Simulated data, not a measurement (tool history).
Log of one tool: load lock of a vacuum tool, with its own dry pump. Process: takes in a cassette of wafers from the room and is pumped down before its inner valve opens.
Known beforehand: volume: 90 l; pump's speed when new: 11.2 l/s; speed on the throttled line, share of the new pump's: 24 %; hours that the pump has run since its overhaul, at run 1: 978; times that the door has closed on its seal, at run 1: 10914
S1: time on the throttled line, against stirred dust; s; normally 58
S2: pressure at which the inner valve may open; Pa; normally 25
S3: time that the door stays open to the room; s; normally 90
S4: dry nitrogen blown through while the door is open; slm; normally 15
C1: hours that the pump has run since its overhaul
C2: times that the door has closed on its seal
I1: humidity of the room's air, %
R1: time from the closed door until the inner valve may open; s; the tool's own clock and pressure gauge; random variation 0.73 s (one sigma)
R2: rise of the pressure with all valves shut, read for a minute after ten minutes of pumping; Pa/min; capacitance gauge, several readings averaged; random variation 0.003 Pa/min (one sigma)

run 1 day=0.000 | S1=58 S2=25 S3=90 S4=15 | C1=978 C2=10914 | I1=47.3 | R1=111.2 R2=0.060
run 2 day=7.133 | S1=58 S2=25 S3=90 S4=15 | C1=1149 C2=11255 | I1=46.5 | R1=109.9 R2=0.059
run 3 day=10.846 | S1=58 S2=25 S3=90 S4=5 | C1=1238 C2=11432 | I1=44.2 | R1=110.6 R2=0.074
run 4 day=15.667 | S1=58 S2=25 S3=90 S4=5 | C1=1354 C2=11663 | I1=43.4 | R1=110.9 R2=0.077
run 5 day=21.742 | S1=58 S2=25 S3=90 S4=5 | C1=1500 C2=11953 | I1=43.3 | R1=111.2 R2=0.076
run 6 day=27.183 | S1=58 S2=25 S3=90 S4=5 | C1=1630 C2=12213 | I1=45.3 | R1=110.7 R2=0.081
run 7 day=33.575 | S1=58 S2=21 S3=90 S4=15 | C1=1784 C2=12519 | I1=42.7 | R1=113.6 R2=0.066
run 8 day=38.525 | S1=58 S2=25 S3=90 S4=15 | C1=1902 C2=12755 | I1=43.2 | R1=110.8 R2=0.065
run 9 day=43.146 | S1=58 S2=25 S3=90 S4=15 | C1=2013 C2=12976 | I1=44.5 | R1=110.9 R2=0.064
run 10 day=50.392 | S1=58 S2=25 S3=90 S4=15 | C1=2187 C2=13322 | I1=47.3 | R1=110.6 R2=0.067
run 11 day=55.033 | S1=112 S2=25 S3=28 S4=41 | C1=2298 C2=13544 | I1=49.6 | R1=152.1 R2=0.047
run 12 day=62.662 | S1=112 S2=25 S3=28 S4=41 | C1=2482 C2=13909 | I1=44.2 | R1=152.2 R2=0.046
run 13 day=70.475 | S1=39 S2=22 S3=27 S4=25 | C1=2669 C2=14282 | I1=43.6 | R1=98.7 R2=0.052
run 14 day=75.608 | S1=39 S2=22 S3=27 S4=25 | C1=2792 C2=14527 | I1=46.2 | R1=97.0 R2=0.050
run 15 day=81.088 | S1=82 S2=22 S3=85 S4=25 | C1=2924 C2=14789 | I1=42.8 | R1=131.4 R2=0.063
run 16 day=88.700 | S1=69 S2=28 S3=191 S4=12 | C1=3107 C2=15153 | I1=45.5 | R1=120.0 R2=0.089
run 17 day=93.229 | S1=58 S2=25 S3=217 S4=6 | C1=3215 C2=15369 | I1=44.0 | R1=111.7 R2=0.099
run 18 day=99.800 | S1=58 S2=25 S3=217 S4=6 | C1=3373 C2=15683 | I1=43.7 | R1=112.9 R2=0.099
run 19 day=105.529 | S1=36 S2=31 S3=31 S4=5 | C1=3510 C2=15957 | I1=44.8 | R1=94.3 R2=0.069
run 20 day=109.954 | S1=104 S2=48 S3=31 S4=5 | C1=3617 C2=16169 | I1=47.7 | R1=140.6 R2=0.078

For each run, the measured value with the value that run would have given without the tool's hidden condition subtracted. The run-to-run variation is shared by both, the gauge scatter possibly not:
What the log doesn't record here: pump's speed, % of a new pump's; leak at the door's seal, Pa l/s; drift of the gauge itself on ready_s, %; drift of the gauge itself on rise_pa_min, %.
run=1 R1=-0.7 R2=+0.021
run=2 R1=-0.6 R2=+0.023
run=3 R1=-0.6 R2=+0.023
run=4 R1=-0.5 R2=+0.023
run=5 R1=-0.3 R2=+0.024
run=6 R1=-0.3 R2=+0.024
run=7 R1=-0.2 R2=+0.027
run=8 R1=-0.1 R2=+0.027
run=9 R1=-0.1 R2=+0.027
run=10 R1=+0.0 R2=+0.028
run=11 R1=+0.1 R2=+0.029
run=12 R1=+0.2 R2=+0.029
run=13 R1=+0.4 R2=+0.031
run=14 R1=+0.5 R2=+0.032
run=15 R1=+0.5 R2=+0.032
run=16 R1=+0.6 R2=+0.034
run=17 R1=+0.7 R2=+0.034
run=18 R1=+0.9 R2=+0.035
run=19 R1=+1.0 R2=+0.036
run=20 R1=+0.6 R2=+0.036
